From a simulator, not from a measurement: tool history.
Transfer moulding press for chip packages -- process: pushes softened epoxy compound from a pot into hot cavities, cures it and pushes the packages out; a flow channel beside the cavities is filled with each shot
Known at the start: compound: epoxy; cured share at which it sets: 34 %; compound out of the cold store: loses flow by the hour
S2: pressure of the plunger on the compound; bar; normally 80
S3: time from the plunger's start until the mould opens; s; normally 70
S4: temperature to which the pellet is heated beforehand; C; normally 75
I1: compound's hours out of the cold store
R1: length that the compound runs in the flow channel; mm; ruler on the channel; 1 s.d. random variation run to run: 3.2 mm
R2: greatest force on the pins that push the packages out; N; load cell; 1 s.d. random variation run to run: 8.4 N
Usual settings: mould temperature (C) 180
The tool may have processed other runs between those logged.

{"run": 1, "hour": 0.0, "mould temperature (C)": 180, "S2": 80, "S3": 70, "S4": 75, "I1": 9.8, "R1": 641, "R2": 415}
{"run": 2, "hour": 14.5, "mould temperature (C)": 180, "S2": 80, "S3": 81, "S4": 75, "I1": 39.9, "R1": 565, "R2": 269}
{"run": 3, "hour": 30.6, "mould temperature (C)": 180, "S2": 80, "S3": 70, "S4": 75, "I1": 26.9, "R1": 593, "R2": 398}
{"hour": 43.1, "done": "plunger's sealing rings changed"}
{"run": 4, "hour": 55.4, "mould temperature (C)": 180, "S2": 80, "S3": 70, "S4": 75, "I1": 38.4, "R1": 568, "R2": 379}
{"hour": 65.2, "done": "cavities cleaned with cleaning compound and waxed"}
{"run": 5, "hour": 72.9, "mould temperature (C)": 180, "S2": 80, "S3": 70, "S4": 75, "I1": 27.4, "R1": 594, "R2": 389}
{"run": 6, "hour": 97.3, "mould temperature (C)": 180, "S2": 80, "S3": 70, "S4": 75, "I1": 11.6, "R1": 630, "R2": 399}
{"run": 7, "hour": 124.7, "mould temperature (C)": 180, "S2": 80, "S3": 98, "S4": 75, "I1": 24.6, "R1": 605, "R2": 231}
{"hour": 132.7, "done": "cavities cleaned with cleaning compound and waxed"}
{"hour": 146.9, "done": "mould's thermocouples calibrated"}
{"run": 8, "hour": 150.5, "mould temperature (C)": 185, "S2": 92.7, "S3": 87, "S4": 82, "I1": 24.8, "R1": 634, "R2": 223}
{"run": 9, "hour": 165.3, "mould temperature (C)": 185, "S2": 92.7, "S3": 87, "S4": 82, "I1": 47.5, "R1": 572, "R2": 228}
{"run": 10, "hour": 179.1, "mould temperature (C)": 183, "S2": 80, "S3": 55, "S4": 75, "I1": 8.1, "R1": 633, "R2": 669}
{"run": 11, "hour": 194.9, "mould temperature (C)": 183, "S2": 80, "S3": 55, "S4": 75, "I1": 35.2, "R1": 570, "R2": 613}
{"hour": 203.6, "done": "cavities cleaned with cleaning compound and waxed"}
{"run": 12, "hour": 209.2, "mould temperature (C)": 183, "S2": 80, "S3": 55, "S4": 75, "I1": 16.9, "R1": 609, "R2": 648}
{"run": 13, "hour": 233.1, "mould temperature (C)": 183, "S2": 80, "S3": 55, "S4": 75, "I1": 14.9, "R1": 607, "R2": 642}

Below are 4 alternative next runs, each starting from the tool's condition after run 13. Predict each:
{"run": "A", "hour": 251.0, "mould temperature (C)": 183, "S2": 80, "S3": 55, "S4": 83, "I1": 42.7, "R1": "?", "R2": "?"}
{"run": "B", "hour": 251.0, "mould temperature (C)": 180, "S2": 80, "S3": 78, "S4": 75, "I1": 35, "R1": "?", "R2": "?"}
{"run": "C", "hour": 251.0, "mould temperature (C)": 183, "S2": 63.5, "S3": 55, "S4": 74, "I1": 12.2, "R1": "?", "R2": "?"}
{"run": "D", "hour": 251.0, "mould temperature (C)": 183, "S2": 88.5, "S3": 102, "S4": 78, "I1": 9.5, "R1": "?", "R2": "?"}

run=A R1=558 R2=554
run=B R1=576 R2=291
run=C R1=557 R2=664
run=D R1=663 R2=220
Stripped of hidden state, with their random variation kept, the same runs would have yielded:
run=A R1=559 R2=548
run=B R1=577 R2=287
run=C R1=557 R2=657
run=D R1=664 R2=218
